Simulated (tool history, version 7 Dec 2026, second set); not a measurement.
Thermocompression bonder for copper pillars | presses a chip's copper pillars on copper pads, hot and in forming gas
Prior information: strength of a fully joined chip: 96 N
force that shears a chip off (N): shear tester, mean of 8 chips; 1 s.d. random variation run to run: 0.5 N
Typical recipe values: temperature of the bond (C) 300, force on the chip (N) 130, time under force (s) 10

run   hour  temperature of the bond (C)  force on the chip (N)  time under force (s)  force that shears a chip off (N)
  1      0                          300                    130                    10                              47.8
  2   15.6                          300                    130                    10                              47.8
  3   32.8                          300                    130                    10                              47.8
  4   50.5                          300                    130                    19                              58.2
  5     62                          300                    130                    10                              47.9
  6   71.5                          300                    130                    10                              47.9
      76.1  -- forming gas filter changed
  7   88.6                          302                    130                    10                              47.8
  8  106.2                          302                    130                    10                              47.6
  9  115.3                          302                    108                    10                              41.3
 10  124.2                          302                    108                    10                              41.3
 11  138.3                          302                    108                    10                              41.2
 12  153.2                          287                    163                    21                              65.6
 13  172.6                          287                    163                    21                              63.9
 14  188.5                          300                    184                    10                              62.2
 15  205.3                          300                    184                    10                              62.5
 16  223.3                          320                    121                    15                                59

For run 17, what comes out?
 17  241.4                          308                    140                    10                                 ?

Run 17 gave force that shears a chip off (N) 52.9.
Minus the tool's unlogged condition, the same run would have read force that shears a chip off (N) 53.2.
